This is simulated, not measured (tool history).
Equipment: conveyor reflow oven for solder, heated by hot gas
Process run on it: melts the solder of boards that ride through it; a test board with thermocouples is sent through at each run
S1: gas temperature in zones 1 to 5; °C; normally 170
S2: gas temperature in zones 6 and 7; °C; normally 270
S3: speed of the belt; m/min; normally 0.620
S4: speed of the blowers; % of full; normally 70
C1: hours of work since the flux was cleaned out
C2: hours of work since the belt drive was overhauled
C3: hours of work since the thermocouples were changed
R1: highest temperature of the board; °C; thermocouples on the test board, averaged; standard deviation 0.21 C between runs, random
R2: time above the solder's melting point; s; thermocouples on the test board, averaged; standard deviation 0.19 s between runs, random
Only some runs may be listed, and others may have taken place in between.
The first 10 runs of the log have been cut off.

{"run": 11, "hour": 75.8, "S1": 170, "S2": 270, "S3": 0.592, "S4": 70, "C1": 147, "C2": 645, "C3": 147, "R1": 253.3, "R2": 61.1}
{"run": 12, "hour": 84.7, "S1": 170, "S2": 270, "S3": 0.592, "S4": 70, "C1": 152, "C2": 651, "C3": 152, "R1": 253.5, "R2": 60.9}
{"run": 13, "hour": 91.8, "S1": 170, "S2": 266, "S3": 0.62, "S4": 70, "C1": 157, "C2": 656, "C3": 157, "R1": 248.4, "R2": 53.9}
{"run": 14, "hour": 97.5, "S1": 170, "S2": 270, "S3": 0.62, "S4": 87, "C1": 161, "C2": 660, "C3": 161, "R1": 255.9, "R2": 60.9}
{"run": 15, "hour": 104.4, "S1": 170, "S2": 270, "S3": 0.557, "S4": 70, "C1": 165, "C2": 664, "C3": 165, "R1": 255.7, "R2": 66.6}
{"run": 16, "hour": 113.3, "S1": 170, "S2": 270, "S3": 0.557, "S4": 70, "C1": 171, "C2": 670, "C3": 171, "R1": 255.5, "R2": 66.5}
{"run": 17, "hour": 121.0, "S1": 169, "S2": 267, "S3": 0.62, "S4": 70, "C1": 176, "C2": 675, "C3": 176, "R1": 248.6, "R2": 53.8}
{"run": 18, "hour": 129.9, "S1": 180, "S2": 272, "S3": 0.733, "S4": 88, "C1": 182, "C2": 681, "C3": 182, "R1": 254.4, "R2": 52.8}
{"run": 19, "hour": 135.2, "S1": 180, "S2": 272, "S3": 0.733, "S4": 88, "C1": 185, "C2": 684, "C3": 185, "R1": 254.5, "R2": 52.5}
{"run": 20, "hour": 144.2, "S1": 180, "S2": 272, "S3": 0.733, "S4": 88, "C1": 191, "C2": 690, "C3": 191, "R1": 254.5, "R2": 52.4}
{"run": 21, "hour": 150.4, "S1": 180, "S2": 272, "S3": 0.733, "S4": 88, "C1": 195, "C2": 694, "C3": 195, "R1": 254.2, "R2": 52.2}
{"run": 22, "hour": 161.4, "S1": 170, "S2": 270, "S3": 0.629, "S4": 73, "C1": 202, "C2": 701, "C3": 202, "R1": 251.8, "R2": 56.1}
{"run": 23, "hour": 170.5, "S1": 170, "S2": 270, "S3": 0.711, "S4": 77, "C1": 208, "C2": 707, "C3": 208, "R1": 248.8, "R2": 46.3}
{"run": 24, "hour": 177.3, "S1": 170, "S2": 270, "S3": 0.711, "S4": 77, "C1": 213, "C2": 712, "C3": 213, "R1": 248.7, "R2": 46.5}
{"run": 25, "hour": 185.7, "S1": 170, "S2": 278, "S3": 0.666, "S4": 70, "C1": 218, "C2": 717, "C3": 218, "R1": 256.1, "R2": 54.8}
{"run": 26, "hour": 195.4, "S1": 170, "S2": 278, "S3": 0.666, "S4": 70, "C1": 225, "C2": 723, "C3": 225, "R1": 255.4, "R2": 54.7}
{"run": 27, "hour": 202.0, "S1": 170, "S2": 278, "S3": 0.514, "S4": 61, "C1": 229, "C2": 728, "C3": 229, "R1": 262.4, "R2": 77.4}
{"run": 28, "hour": 210.5, "S1": 170, "S2": 278, "S3": 0.514, "S4": 61, "C1": 234, "C2": 733, "C3": 234, "R1": 261.9, "R2": 77.6}
{"run": 29, "hour": 219.7, "S1": 177, "S2": 281, "S3": 0.514, "S4": 57, "C1": 240, "C2": 739, "C3": 240, "R1": 264.5, "R2": 81.7}
{"run": 30, "hour": 226.0, "S1": 171, "S2": 281, "S3": 0.514, "S4": 57, "C1": 245, "C2": 743, "C3": 245, "R1": 263.7, "R2": 78.9}
{"run": 31, "hour": 232.2, "S1": 182, "S2": 270, "S3": 0.543, "S4": 66, "C1": 249, "C2": 747, "C3": 249, "R1": 256.8, "R2": 74.4}

Run 32, settings as shown, results not yet in. Your forecast:
{"run": 32, "hour": 237.8, "S1": 179, "S2": 283, "S3": 0.718, "S4": 72, "C1": 252, "C2": 751, "C3": 252, "R1": "?", "R2": "?"}

{"run 32": {"R1": 259.4, "R2": 55.4}}
The same run, on a tool lacking any hidden state, would have yielded R1 260.5 °C, R2 55.3 s.

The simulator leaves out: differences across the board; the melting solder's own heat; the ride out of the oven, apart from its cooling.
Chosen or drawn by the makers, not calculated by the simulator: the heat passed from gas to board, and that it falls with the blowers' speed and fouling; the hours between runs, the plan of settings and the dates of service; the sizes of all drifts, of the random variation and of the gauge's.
